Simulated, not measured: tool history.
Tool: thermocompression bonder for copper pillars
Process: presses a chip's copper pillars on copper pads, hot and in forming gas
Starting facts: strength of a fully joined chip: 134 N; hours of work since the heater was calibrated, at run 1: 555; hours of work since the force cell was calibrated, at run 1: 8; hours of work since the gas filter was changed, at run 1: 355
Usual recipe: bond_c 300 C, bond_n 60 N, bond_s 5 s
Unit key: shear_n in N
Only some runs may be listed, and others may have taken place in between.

run,hour,bond_c,bond_n,bond_s,hours of work since the heater was calibrated,hours of work since the force cell was calibrated,hours of work since the gas filter was changed,shear_n
1,0.0,300,60,5,555,8,355,51.4
2,9.5,300,60,5,562,15,361,53.6
3,16.2,300,60,5,567,20,366,53.5
4,21.4,300,60,5,570,23,369,51.1
5,25.6,300,60,5,573,26,372,52.6
6,33.3,270,60,5,578,31,377,35.8
7,43.1,270,60,5,585,38,384,37.2
8,48.7,270,60,5,589,42,388,36.4
# hour 54.5: forming gas filter changed
9,58.8,270,60,5,596,48,3,36.5
10,65.3,270,60,5,600,53,7,35.5
11,69.9,270,60,5,603,56,11,36.4
12,76.9,300,60,10,608,61,15,67.6
13,82.4,319,60,5,612,65,19,67.0
14,90.6,319,60,5,617,70,25,66.4
15,99.6,319,60,5,624,77,31,63.6
16,108.7,319,60,5,630,83,37,65.1
17,113.0,319,60,5,633,86,40,65.2
18,121.6,319,60,5,639,92,46,65.0
19,130.8,319,60,5,645,98,52,64.2
20,136.2,319,60,5,649,102,56,64.4
21,143.3,319,60,7,654,107,61,72.8
22,152.5,319,60,7,660,113,67,72.2
23,157.0,327,74,3,663,116,70,69.4
24,163.6,327,74,3,668,121,75,70.4
25,169.7,273,49,9,672,125,79,38.7
26,175.1,286,60,9,676,128,83,55.5
27,183.4,316,84,4,681,134,89,77.0
28,192.0,273,81,5,687,140,95,51.6
29,197.0,317,81,12,691,144,98,103.7
30,204.3,273,37,3,696,149,103,17.1
31,213.6,273,37,3,702,155,109,16.9
32,222.7,306,37,3,708,161,116,28.6
33,228.2,306,37,3,712,165,119,27.3
34,238.0,306,37,3,719,172,126,27.4
35,247.6,281,39,3,725,178,133,21.0
36,252.6,300,60,8,729,182,136,61.7
37,259.3,306,46,10,733,186,141,57.4
38,269.1,280,38,5,740,193,148,25.3
39,273.4,300,60,5,743,196,151,53.6
40,278.7,300,60,5,747,200,154,52.2

Consider 3 possible next runs. They are alternatives, not a sequence: every one starts from the tool as it was left by run 40. What does each give?
A,283.9,291,55,5,750,203,158,?
B,283.9,318,60,11,750,203,158,?
C,283.9,295,60,4,750,203,158,?

run,shear_n
A,43.2
B,81.8
C,44.9
The same runs, with their run-to-run variation unchanged, on a tool lacking any hidden condition would have given:
run,shear_n
A,43.3
B,82.0
C,45.0

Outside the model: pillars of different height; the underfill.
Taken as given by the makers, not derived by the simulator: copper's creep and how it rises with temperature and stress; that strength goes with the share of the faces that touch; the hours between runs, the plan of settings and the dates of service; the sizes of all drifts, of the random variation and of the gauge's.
